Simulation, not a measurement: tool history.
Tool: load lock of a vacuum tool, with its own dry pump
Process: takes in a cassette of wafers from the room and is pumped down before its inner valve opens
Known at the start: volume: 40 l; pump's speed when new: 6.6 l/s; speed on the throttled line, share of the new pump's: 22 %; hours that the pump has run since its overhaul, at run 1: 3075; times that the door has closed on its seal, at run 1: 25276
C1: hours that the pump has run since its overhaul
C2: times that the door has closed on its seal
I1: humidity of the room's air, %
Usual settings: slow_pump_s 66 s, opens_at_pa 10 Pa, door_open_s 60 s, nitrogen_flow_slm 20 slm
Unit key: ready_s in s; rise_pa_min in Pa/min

{"run": 1, "hour": 0.0, "slow_pump_s": 66, "opens_at_pa": 10, "door_open_s": 60, "nitrogen_flow_slm": 20, "C1": 3075, "C2": 25276, "I1": 45.6, "ready_s": 109.5, "rise_pa_min": 0.096}
{"run": 2, "hour": 87.0, "slow_pump_s": 66, "opens_at_pa": 10, "door_open_s": 60, "nitrogen_flow_slm": 20, "C1": 3162, "C2": 25677, "I1": 44.2, "ready_s": 108.6, "rise_pa_min": 0.094}
{"run": 3, "hour": 223.0, "slow_pump_s": 66, "opens_at_pa": 10, "door_open_s": 60, "nitrogen_flow_slm": 20, "C1": 3299, "C2": 26305, "I1": 45.4, "ready_s": 109.4, "rise_pa_min": 0.094}
{"run": 4, "hour": 344.2, "slow_pump_s": 66, "opens_at_pa": 10, "door_open_s": 60, "nitrogen_flow_slm": 20, "C1": 3420, "C2": 26863, "I1": 44.5, "ready_s": 108.2, "rise_pa_min": 0.101}
{"run": 5, "hour": 473.7, "slow_pump_s": 66, "opens_at_pa": 10, "door_open_s": 60, "nitrogen_flow_slm": 20, "C1": 3549, "C2": 27460, "I1": 43.8, "ready_s": 108.8, "rise_pa_min": 0.099}
{"run": 6, "hour": 534.5, "slow_pump_s": 106, "opens_at_pa": 10, "door_open_s": 60, "nitrogen_flow_slm": 20, "C1": 3610, "C2": 27741, "I1": 48.9, "ready_s": 141.6, "rise_pa_min": 0.104}
{"run": 7, "hour": 614.6, "slow_pump_s": 106, "opens_at_pa": 10, "door_open_s": 60, "nitrogen_flow_slm": 32, "C1": 3690, "C2": 28110, "I1": 43.3, "ready_s": 140.2, "rise_pa_min": 0.095}
{"run": 8, "hour": 751.6, "slow_pump_s": 106, "opens_at_pa": 10, "door_open_s": 60, "nitrogen_flow_slm": 32, "C1": 3827, "C2": 28742, "I1": 46.2, "ready_s": 141.4, "rise_pa_min": 0.096}
{"run": 9, "hour": 847.3, "slow_pump_s": 106, "opens_at_pa": 10, "door_open_s": 60, "nitrogen_flow_slm": 32, "C1": 3923, "C2": 29183, "I1": 41.0, "ready_s": 140.4, "rise_pa_min": 0.094}
{"run": 10, "hour": 925.2, "slow_pump_s": 106, "opens_at_pa": 10, "door_open_s": 60, "nitrogen_flow_slm": 32, "C1": 4001, "C2": 29542, "I1": 43.1, "ready_s": 139.8, "rise_pa_min": 0.098}
{"run": 11, "hour": 1017.7, "slow_pump_s": 106, "opens_at_pa": 10, "door_open_s": 60, "nitrogen_flow_slm": 32, "C1": 4093, "C2": 29969, "I1": 42.4, "ready_s": 141.0, "rise_pa_min": 0.095}
{"run": 12, "hour": 1129.6, "slow_pump_s": 106, "opens_at_pa": 10, "door_open_s": 60, "nitrogen_flow_slm": 32, "C1": 4205, "C2": 30484, "I1": 47.3, "ready_s": 139.6, "rise_pa_min": 0.103}
{"run": 13, "hour": 1268.7, "slow_pump_s": 106, "opens_at_pa": 10, "door_open_s": 60, "nitrogen_flow_slm": 32, "C1": 4344, "C2": 31126, "I1": 44.3, "ready_s": 139.6, "rise_pa_min": 0.101}
{"run": 14, "hour": 1333.4, "slow_pump_s": 66, "opens_at_pa": 10, "door_open_s": 60, "nitrogen_flow_slm": 20, "C1": 4409, "C2": 31424, "I1": 44.4, "ready_s": 109.9, "rise_pa_min": 0.112}
{"run": 15, "hour": 1406.4, "slow_pump_s": 66, "opens_at_pa": 7, "door_open_s": 60, "nitrogen_flow_slm": 20, "C1": 4482, "C2": 31761, "I1": 44.4, "ready_s": 112.7, "rise_pa_min": 0.114}
{"run": 16, "hour": 1511.2, "slow_pump_s": 66, "opens_at_pa": 7, "door_open_s": 60, "nitrogen_flow_slm": 20, "C1": 4587, "C2": 32244, "I1": 43.5, "ready_s": 112.5, "rise_pa_min": 0.11}
{"run": 17, "hour": 1639.2, "slow_pump_s": 66, "opens_at_pa": 10, "door_open_s": 60, "nitrogen_flow_slm": 20, "C1": 4715, "C2": 32834, "I1": 46.2, "ready_s": 109.5, "rise_pa_min": 0.108}
{"run": 18, "hour": 1737.0, "slow_pump_s": 66, "opens_at_pa": 10, "door_open_s": 60, "nitrogen_flow_slm": 22, "C1": 4812, "C2": 33285, "I1": 49.3, "ready_s": 110.4, "rise_pa_min": 0.117}
{"run": 19, "hour": 1797.1, "slow_pump_s": 66, "opens_at_pa": 10, "door_open_s": 60, "nitrogen_flow_slm": 22, "C1": 4873, "C2": 33562, "I1": 49.1, "ready_s": 109.8, "rise_pa_min": 0.117}
{"run": 20, "hour": 1858.1, "slow_pump_s": 66, "opens_at_pa": 10, "door_open_s": 60, "nitrogen_flow_slm": 22, "C1": 4934, "C2": 33843, "I1": 44.3, "ready_s": 110.8, "rise_pa_min": 0.111}
{"run": 21, "hour": 1976.5, "slow_pump_s": 66, "opens_at_pa": 18, "door_open_s": 63, "nitrogen_flow_slm": 5, "C1": 5052, "C2": 34389, "I1": 45.2, "ready_s": 106.9, "rise_pa_min": 0.136}
{"run": 22, "hour": 2116.1, "slow_pump_s": 66, "opens_at_pa": 14, "door_open_s": 60, "nitrogen_flow_slm": 5, "C1": 5192, "C2": 35033, "I1": 46.0, "ready_s": 107.9, "rise_pa_min": 0.143}
{"run": 23, "hour": 2231.4, "slow_pump_s": 66, "opens_at_pa": 7, "door_open_s": 141, "nitrogen_flow_slm": 27, "C1": 5307, "C2": 35564, "I1": 45.8, "ready_s": 112.8, "rise_pa_min": 0.149}
{"run": 24, "hour": 2374.4, "slow_pump_s": 50, "opens_at_pa": 10, "door_open_s": 60, "nitrogen_flow_slm": 44, "C1": 5450, "C2": 36224, "I1": 47.2, "ready_s": 97.3, "rise_pa_min": 0.113}
{"run": 25, "hour": 2464.2, "slow_pump_s": 33, "opens_at_pa": 12, "door_open_s": 60, "nitrogen_flow_slm": 20, "C1": 5540, "C2": 36638, "I1": 46.5, "ready_s": 84.5, "rise_pa_min": 0.124}
{"run": 26, "hour": 2586.4, "slow_pump_s": 33, "opens_at_pa": 12, "door_open_s": 60, "nitrogen_flow_slm": 5, "C1": 5662, "C2": 37201, "I1": 45.9, "ready_s": 84.1, "rise_pa_min": 0.15}
{"run": 27, "hour": 2718.7, "slow_pump_s": 66, "opens_at_pa": 12, "door_open_s": 56, "nitrogen_flow_slm": 20, "C1": 5794, "C2": 37811, "I1": 44.8, "ready_s": 109.7, "rise_pa_min": 0.129}
{"run": 28, "hour": 2844.3, "slow_pump_s": 66, "opens_at_pa": 12, "door_open_s": 56, "nitrogen_flow_slm": 20, "C1": 5920, "C2": 38390, "I1": 44.8, "ready_s": 108.7, "rise_pa_min": 0.131}
{"run": 29, "hour": 2977.6, "slow_pump_s": 66, "opens_at_pa": 9, "door_open_s": 141, "nitrogen_flow_slm": 20, "C1": 6053, "C2": 39005, "I1": 45.9, "ready_s": 111.3, "rise_pa_min": 0.168}
{"run": 30, "hour": 3064.7, "slow_pump_s": 132, "opens_at_pa": 7, "door_open_s": 157, "nitrogen_flow_slm": 20, "C1": 6140, "C2": 39406, "I1": 45.9, "ready_s": 162.7, "rise_pa_min": 0.179}
{"run": 31, "hour": 3152.6, "slow_pump_s": 53, "opens_at_pa": 12, "door_open_s": 36, "nitrogen_flow_slm": 15, "C1": 6228, "C2": 39812, "I1": 46.9, "ready_s": 99.9, "rise_pa_min": 0.13}
{"run": 32, "hour": 3276.9, "slow_pump_s": 53, "opens_at_pa": 12, "door_open_s": 36, "nitrogen_flow_slm": 15, "C1": 6352, "C2": 40385, "I1": 46.9, "ready_s": 99.5, "rise_pa_min": 0.13}
{"run": 33, "hour": 3376.4, "slow_pump_s": 40, "opens_at_pa": 14, "door_open_s": 36, "nitrogen_flow_slm": 5, "C1": 6452, "C2": 40844, "I1": 46.2, "ready_s": 88.7, "rise_pa_min": 0.146}

Estimate the outcome of run 34 from the log above:
{"run": 34, "hour": 3453.4, "slow_pump_s": 110, "opens_at_pa": 8, "door_open_s": 214, "nitrogen_flow_slm": 13, "C1": 6529, "C2": 41199, "I1": 51.4, "ready_s": "?", "rise_pa_min": "?"}

Logged for run 34: ready_s 145.7 s, rise_pa_min 0.222 Pa/min.
Without the tool's hidden state the same run would have given ready_s 143.2 s, rise_pa_min 0.121 Pa/min.
